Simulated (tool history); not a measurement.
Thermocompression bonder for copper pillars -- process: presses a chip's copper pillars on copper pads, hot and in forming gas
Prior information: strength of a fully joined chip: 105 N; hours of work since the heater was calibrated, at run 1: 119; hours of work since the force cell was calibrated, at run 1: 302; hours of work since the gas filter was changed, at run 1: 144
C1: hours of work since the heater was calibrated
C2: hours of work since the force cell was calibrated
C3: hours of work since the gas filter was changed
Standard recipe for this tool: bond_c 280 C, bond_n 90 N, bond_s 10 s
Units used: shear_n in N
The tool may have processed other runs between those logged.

Run 1, hour 0.0: usual settings; C1 119; C2 302; C3 144. Result: shear_n 75.5 N.
Run 2, hour 8.6: usual settings; C1 124; C2 307; C3 149. Result: shear_n 75.0 N.
Run 3, hour 17.1: usual settings but bond_c 253 C; C1 129; C2 312; C3 154. Result: shear_n 60.5 N.
Run 4, hour 26.1: usual settings; C1 135; C2 318; C3 160. Result: shear_n 75.7 N.
Run 5, hour 35.3: usual settings but bond_s 15 s; C1 141; C2 323; C3 166. Result: shear_n 82.8 N.
Run 6, hour 44.3: usual settings; C1 146; C2 329; C3 171. Result: shear_n 75.2 N.
Run 7, hour 51.2: usual settings but bond_n 94 N, bond_s 17 s; C1 150; C2 333; C3 175. Result: shear_n 87.0 N.

Run 8 comes next. What will it give?
Run 8, hour 58.0: usual settings but bond_n 94 N, bond_s 17 s; C1 155; C2 337; C3 180. Result: shear_n ?.

{"run 8": {"shear_n": 86.2}}
Without the tool's hidden state the same run would have given shear_n 85.6 N.
